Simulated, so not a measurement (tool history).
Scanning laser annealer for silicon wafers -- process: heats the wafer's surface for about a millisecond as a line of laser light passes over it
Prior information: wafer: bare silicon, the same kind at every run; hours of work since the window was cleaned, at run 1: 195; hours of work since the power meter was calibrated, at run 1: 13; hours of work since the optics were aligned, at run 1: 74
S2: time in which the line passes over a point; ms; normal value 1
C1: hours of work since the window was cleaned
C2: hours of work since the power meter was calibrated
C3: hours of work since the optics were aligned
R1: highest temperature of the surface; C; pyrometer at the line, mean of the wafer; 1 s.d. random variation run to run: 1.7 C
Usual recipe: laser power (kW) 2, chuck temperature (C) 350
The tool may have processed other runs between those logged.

Run 1, hour 0: usual settings; C1 195; C2 13; C3 74. Result: R1 1049 C.
Run 2, hour 12.1: usual settings; C1 201; C2 19; C3 80. Result: R1 1050 C.
Run 3, hour 24.6: usual settings; C1 206; C2 24; C3 86. Result: R1 1054 C.
Run 4, hour 33.3: usual settings but laser power (kW) 1.858; C1 210; C2 28; C3 90. Result: R1 1008 C.
Run 5, hour 45.9: usual settings but laser power (kW) 1.858; C1 216; C2 34; C3 95. Result: R1 1003 C.
Run 6, hour 53.1: usual settings; C1 219; C2 37; C3 98. Result: R1 1048 C.
Run 7, hour 63.1: usual settings but laser power (kW) 1.714; C1 224; C2 42; C3 103. Result: R1 956 C.
Run 8, hour 69.4: usual settings; C1 227; C2 45; C3 106. Result: R1 1049 C.
Run 9, hour 82.4: usual settings; C1 233; C2 50; C3 112. Result: R1 1047 C.
Run 10, hour 87.7: usual settings; C1 235; C2 53; C3 114. Result: R1 1049 C.
Run 11, hour 97.4: usual settings but laser power (kW) 2.01; C1 239; C2 57; C3 119. Result: R1 1051 C.
Run 12, hour 110.1: usual settings but laser power (kW) 1.974, S2 0.87 ms; C1 245; C2 63; C3 124. Result: R1 996 C.
Run 13, hour 118: usual settings but laser power (kW) 2.028, S2 0.88 ms, chuck temperature (C) 312; C1 249; C2 67; C3 128. Result: R1 973 C.
Run 14, hour 125.2: usual settings but laser power (kW) 2.028, S2 0.88 ms, chuck temperature (C) 312; C1 252; C2 70; C3 131. Result: R1 974 C.
Run 15, hour 131: usual settings but S2 0.82 ms, chuck temperature (C) 351; C1 255; C2 72; C3 134. Result: R1 985 C.
Run 16, hour 141.9: usual settings but S2 0.82 ms, chuck temperature (C) 351; C1 260; C2 77; C3 139. Result: R1 986 C.
Run 17, hour 154.9: usual settings but laser power (kW) 1.877, S2 0.87 ms, chuck temperature (C) 390; C1 265; C2 83; C3 145. Result: R1 1004 C.
Run 18, hour 162.3: usual settings but laser power (kW) 1.884, chuck temperature (C) 365; C1 269; C2 87; C3 148. Result: R1 1026 C.
Run 19, hour 173.4: usual settings but laser power (kW) 1.884, chuck temperature (C) 365; C1 274; C2 92; C3 153. Result: R1 1027 C.

Hidden state or all else? Some run-to-run changes of R1, split into what the settings, what came in and random variation would give without the hidden state, and what is left for the hidden state (with any gauge scatter that isn't in both results):
The tool's hidden condition here consists of: light that passes the window, % of a clean one's; laser's true power over the reading, %; width of the line over the set one, %; drift of the gauge itself on peak_c, C.
Run 7 -> 8: laser power (kW) 1.714 -> 2. R1 +93 C: hidden state -2, all else +95.
